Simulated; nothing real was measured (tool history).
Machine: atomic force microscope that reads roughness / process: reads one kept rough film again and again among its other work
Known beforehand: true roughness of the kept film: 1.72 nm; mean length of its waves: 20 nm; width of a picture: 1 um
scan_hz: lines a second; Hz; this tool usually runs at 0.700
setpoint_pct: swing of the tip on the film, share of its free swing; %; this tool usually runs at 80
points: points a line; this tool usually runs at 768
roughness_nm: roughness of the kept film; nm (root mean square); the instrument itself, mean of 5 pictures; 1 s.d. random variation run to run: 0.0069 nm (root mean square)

{"run": 1, "hour": 0.0, "scan_hz": 0.7, "setpoint_pct": 80, "points": 768, "roughness_nm": 1.361}
{"run": 2, "hour": 23.6, "scan_hz": 0.7, "setpoint_pct": 80, "points": 768, "roughness_nm": 1.307}
{"run": 3, "hour": 75.3, "scan_hz": 0.7, "setpoint_pct": 80, "points": 768, "roughness_nm": 1.208}
{"hour": 91.2, "done": "new tip fitted"}
{"run": 4, "hour": 120.8, "scan_hz": 0.7, "setpoint_pct": 80, "points": 768, "roughness_nm": 1.343}
{"run": 5, "hour": 147.5, "scan_hz": 0.7, "setpoint_pct": 80, "points": 768, "roughness_nm": 1.284}
{"hour": 195.1, "done": "new tip fitted"}
{"run": 6, "hour": 202.1, "scan_hz": 0.7, "setpoint_pct": 80, "points": 768, "roughness_nm": 1.377}
{"run": 7, "hour": 251.9, "scan_hz": 0.7, "setpoint_pct": 80, "points": 738, "roughness_nm": 1.293}
{"run": 8, "hour": 297.0, "scan_hz": 2.073, "setpoint_pct": 80, "points": 768, "roughness_nm": 1.093}
{"hour": 301.2, "done": "new tip fitted"}
{"run": 9, "hour": 326.6, "scan_hz": 2.073, "setpoint_pct": 80, "points": 768, "roughness_nm": 1.232}
{"run": 10, "hour": 366.0, "scan_hz": 2.693, "setpoint_pct": 80, "points": 768, "roughness_nm": 1.1}
{"hour": 407.1, "done": "new tip fitted"}
{"run": 11, "hour": 413.9, "scan_hz": 2.693, "setpoint_pct": 80, "points": 768, "roughness_nm": 1.197}
{"run": 12, "hour": 459.5, "scan_hz": 2.693, "setpoint_pct": 80, "points": 768, "roughness_nm": 1.142}
{"run": 13, "hour": 505.5, "scan_hz": 0.603, "setpoint_pct": 80, "points": 768, "roughness_nm": 1.223}
{"hour": 513.0, "done": "new tip fitted"}
{"run": 14, "hour": 559.2, "scan_hz": 0.603, "setpoint_pct": 80, "points": 768, "roughness_nm": 1.313}
{"run": 15, "hour": 589.3, "scan_hz": 0.7, "setpoint_pct": 80, "points": 768, "roughness_nm": 1.235}
{"run": 16, "hour": 613.7, "scan_hz": 0.7, "setpoint_pct": 62, "points": 963, "roughness_nm": 1.249}
{"hour": 619.1, "done": "new tip fitted"}
{"run": 17, "hour": 651.2, "scan_hz": 0.7, "setpoint_pct": 62, "points": 963, "roughness_nm": 1.39}
{"run": 18, "hour": 674.9, "scan_hz": 0.7, "setpoint_pct": 62, "points": 963, "roughness_nm": 1.342}
{"run": 19, "hour": 714.8, "scan_hz": 0.7, "setpoint_pct": 62, "points": 963, "roughness_nm": 1.27}
{"hour": 724.5, "done": "new tip fitted"}
{"run": 20, "hour": 761.8, "scan_hz": 0.7, "setpoint_pct": 62, "points": 963, "roughness_nm": 1.369}
{"run": 21, "hour": 807.7, "scan_hz": 3.645, "setpoint_pct": 74, "points": 963, "roughness_nm": 1.084}
{"hour": 830.2, "done": "new tip fitted"}
{"run": 22, "hour": 837.1, "scan_hz": 2.738, "setpoint_pct": 76, "points": 344, "roughness_nm": 1.232}
{"run": 23, "hour": 868.6, "scan_hz": 0.661, "setpoint_pct": 66, "points": 460, "roughness_nm": 1.358}
{"run": 24, "hour": 891.7, "scan_hz": 0.661, "setpoint_pct": 66, "points": 460, "roughness_nm": 1.31}
{"hour": 935.0, "done": "new tip fitted"}
{"run": 25, "hour": 941.1, "scan_hz": 0.661, "setpoint_pct": 66, "points": 460, "roughness_nm": 1.399}
{"run": 26, "hour": 980.5, "scan_hz": 0.661, "setpoint_pct": 66, "points": 460, "roughness_nm": 1.31}
{"run": 27, "hour": 1013.4, "scan_hz": 2.995, "setpoint_pct": 88, "points": 1012, "roughness_nm": 0.984}
{"hour": 1042.0, "done": "new tip fitted"}
{"run": 28, "hour": 1052.1, "scan_hz": 3.863, "setpoint_pct": 75, "points": 1012, "roughness_nm": 1.188}
{"run": 29, "hour": 1095.5, "scan_hz": 1.201, "setpoint_pct": 56, "points": 390, "roughness_nm": 1.312}
{"hour": 1146.9, "done": "new tip fitted"}
{"run": 30, "hour": 1146.9, "scan_hz": 1.911, "setpoint_pct": 70, "points": 1004, "roughness_nm": 1.37}

Each row is a separate what-if for the run after 30, all from the same tool condition, not one after another. Results?
{"run": "A", "hour": 1199.5, "scan_hz": 0.746, "setpoint_pct": 74, "points": 297, "roughness_nm": "?"}
{"run": "B", "hour": 1199.5, "scan_hz": 0.7, "setpoint_pct": 80, "points": 309, "roughness_nm": "?"}
{"run": "C", "hour": 1199.5, "scan_hz": 0.7, "setpoint_pct": 87, "points": 990, "roughness_nm": "?"}

run=A roughness_nm=1.274
run=B roughness_nm=1.254
run=C roughness_nm=1.271
The same runs, with their run-to-run variation unchanged, on a tool lacking any hidden condition would have given:
run=A roughness_nm=1.373
run=B roughness_nm=1.352
run=C roughness_nm=1.370
